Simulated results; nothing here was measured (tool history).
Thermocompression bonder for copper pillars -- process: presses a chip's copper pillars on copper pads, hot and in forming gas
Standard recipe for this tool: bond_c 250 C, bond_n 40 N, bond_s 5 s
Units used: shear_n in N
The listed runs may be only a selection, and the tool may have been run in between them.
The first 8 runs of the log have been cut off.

Run 9, hour 130.5: usual settings. Result: shear_n 66.8 N.
Run 10, hour 144.6: usual settings. Result: shear_n 66.7 N.
Run 11, hour 162.2: usual settings. Result: shear_n 66.6 N.
Run 12, hour 180.2: usual settings. Result: shear_n 66.8 N.
Run 13, hour 189.8: usual settings. Result: shear_n 65.8 N.
Run 14, hour 205.1: usual settings. Result: shear_n 67.2 N.
Run 15, hour 218.7: usual settings. Result: shear_n 66.5 N.
Run 16, hour 232.8: usual settings. Result: shear_n 66.6 N.
Run 17, hour 243.1: usual settings. Result: shear_n 66.1 N.
Run 18, hour 264.5: usual settings. Result: shear_n 66.5 N.
Run 19, hour 286.2: usual settings but bond_n 27 N. Result: shear_n 52 N.
Run 20, hour 300.2: usual settings but bond_n 27 N. Result: shear_n 51.9 N.
Run 21, hour 316.3: usual settings but bond_n 27 N. Result: shear_n 51.9 N.
Run 22, hour 334.6: usual settings but bond_n 30 N. Result: shear_n 56.1 N.
Run 23, hour 348.8: usual settings but bond_c 258 C, bond_n 48 N. Result: shear_n 80.5 N.
Run 24, hour 359.5: usual settings but bond_c 258 C, bond_n 48 N. Result: shear_n 81.3 N.
Run 25, hour 372: usual settings but bond_c 258 C, bond_n 48 N. Result: shear_n 80 N.
Run 26, hour 391.6: usual settings but bond_c 271 C, bond_n 34 N. Result: shear_n 78.3 N.
Run 27, hour 410.8: usual settings but bond_c 256 C, bond_n 25 N, bond_s 10 s. Result: shear_n 71.2 N.
Run 28, hour 429.4: usual settings but bond_c 256 C, bond_n 25 N, bond_s 10 s. Result: shear_n 70.4 N.
Run 29, hour 448.7: usual settings but bond_c 256 C, bond_n 25 N, bond_s 10 s. Result: shear_n 69.7 N.

What will run 30 give?
Run 30, hour 466.3: usual settings but bond_c 222 C, bond_n 30 N, bond_s 13 s. Result: shear_n ?.

{"run 30": {"shear_n": 53.8}}
Were there no unlogged condition in the tool, this run, its random variation unchanged, would have produced shear_n 53.5 N.

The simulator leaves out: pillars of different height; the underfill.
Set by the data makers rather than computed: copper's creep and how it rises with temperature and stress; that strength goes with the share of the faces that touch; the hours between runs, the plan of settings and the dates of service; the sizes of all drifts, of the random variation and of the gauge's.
